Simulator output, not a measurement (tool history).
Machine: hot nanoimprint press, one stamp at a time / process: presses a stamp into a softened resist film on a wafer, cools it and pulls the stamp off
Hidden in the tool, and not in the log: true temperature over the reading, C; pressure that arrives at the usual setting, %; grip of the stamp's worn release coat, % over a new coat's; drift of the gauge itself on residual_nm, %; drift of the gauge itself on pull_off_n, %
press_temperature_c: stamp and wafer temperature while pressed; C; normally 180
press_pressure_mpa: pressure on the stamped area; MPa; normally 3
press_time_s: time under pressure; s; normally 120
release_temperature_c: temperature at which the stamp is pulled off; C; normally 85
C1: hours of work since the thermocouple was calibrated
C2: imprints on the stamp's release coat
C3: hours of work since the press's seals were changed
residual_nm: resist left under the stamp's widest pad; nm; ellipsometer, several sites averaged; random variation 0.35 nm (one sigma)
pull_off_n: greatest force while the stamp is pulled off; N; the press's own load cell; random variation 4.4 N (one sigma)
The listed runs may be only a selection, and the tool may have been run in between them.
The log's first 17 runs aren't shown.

run 18 hour=626.7 | press_temperature_c=180 press_pressure_mpa=4.8 press_time_s=120 release_temperature_c=85 | C1=158 C2=933 C3=309 | residual_nm=60.8 pull_off_n=237
run 19 hour=668.8 | press_temperature_c=180 press_pressure_mpa=4.8 press_time_s=120 release_temperature_c=85 | C1=184 C2=1073 C3=335 | residual_nm=60.9 pull_off_n=245
run 20 hour=695.2 | press_temperature_c=180 press_pressure_mpa=4.8 press_time_s=179 release_temperature_c=85 | C1=201 C2=1161 C3=352 | residual_nm=50.1 pull_off_n=247
run 21 hour=726.7 | press_temperature_c=180 press_pressure_mpa=3.67 press_time_s=88 release_temperature_c=85 | C1=221 C2=1266 C3=371 | residual_nm=78.2 pull_off_n=243
run 22 hour=777.1 | press_temperature_c=180 press_pressure_mpa=4.26 press_time_s=120 release_temperature_c=85 | C1=252 C2=1434 C3=403 | residual_nm=63.9 pull_off_n=235
run 23 hour=804.2 | press_temperature_c=190 press_pressure_mpa=3 press_time_s=120 release_temperature_c=73 | C1=269 C2=1524 C3=420 | residual_nm=44.7 pull_off_n=326
run 24 hour=848 | press_temperature_c=190 press_pressure_mpa=3 press_time_s=120 release_temperature_c=73 | C1=297 C2=1669 C3=447 | residual_nm=45 pull_off_n=335
-- hour=881 plate thermocouple calibrated
run 25 hour=891.7 | press_temperature_c=180 press_pressure_mpa=1.91 press_time_s=200 release_temperature_c=85 | C1=7 C2=1805 C3=473 | residual_nm=75.9 pull_off_n=268
run 26 hour=914.2 | press_temperature_c=180 press_pressure_mpa=1.91 press_time_s=200 release_temperature_c=85 | C1=21 C2=1880 C3=487 | residual_nm=75.9 pull_off_n=266
-- hour=923.3 stamp cleaned and given a new release coat
run 27 hour=968.9 | press_temperature_c=180 press_pressure_mpa=1.91 press_time_s=200 release_temperature_c=85 | C1=51 C2=152 C3=518 | residual_nm=75.1 pull_off_n=226
run 28 hour=1014.4 | press_temperature_c=170 press_pressure_mpa=3.18 press_time_s=97 release_temperature_c=85 | C1=80 C2=303 C3=546 | residual_nm=130.7 pull_off_n=222
run 29 hour=1054.9 | press_temperature_c=170 press_pressure_mpa=3.18 press_time_s=97 release_temperature_c=85 | C1=105 C2=438 C3=571 | residual_nm=131.4 pull_off_n=220
run 30 hour=1092.2 | press_temperature_c=180 press_pressure_mpa=3 press_time_s=120 release_temperature_c=90 | C1=129 C2=563 C3=595 | residual_nm=77.1 pull_off_n=200

Predict each of these 4 candidate next runs independently; none follows another, all start after run 30:
run A hour=1131 | press_temperature_c=180 press_pressure_mpa=3 press_time_s=120 release_temperature_c=70 | C1=153 C2=692 C3=619 | residual_nm=? pull_off_n=?
run B hour=1131 | press_temperature_c=172 press_pressure_mpa=3 press_time_s=136 release_temperature_c=85 | C1=153 C2=692 C3=619 | residual_nm=? pull_off_n=?
run C hour=1131 | press_temperature_c=171 press_pressure_mpa=3.36 press_time_s=120 release_temperature_c=77 | C1=153 C2=692 C3=619 | residual_nm=? pull_off_n=?
run D hour=1131 | press_temperature_c=180 press_pressure_mpa=2.53 press_time_s=92 release_temperature_c=90 | C1=153 C2=692 C3=619 | residual_nm=? pull_off_n=?

run=A residual_nm=76.7 pull_off_n=332
run=B residual_nm=109.2 pull_off_n=239
run=C residual_nm=115.1 pull_off_n=283
run=D residual_nm=92.6 pull_off_n=197
Without the tool's unlogged condition, the same runs would have read:
run=A residual_nm=75 pull_off_n=304
run=B residual_nm=107.3 pull_off_n=220
run=C residual_nm=113 pull_off_n=260
run=D residual_nm=91 pull_off_n=181
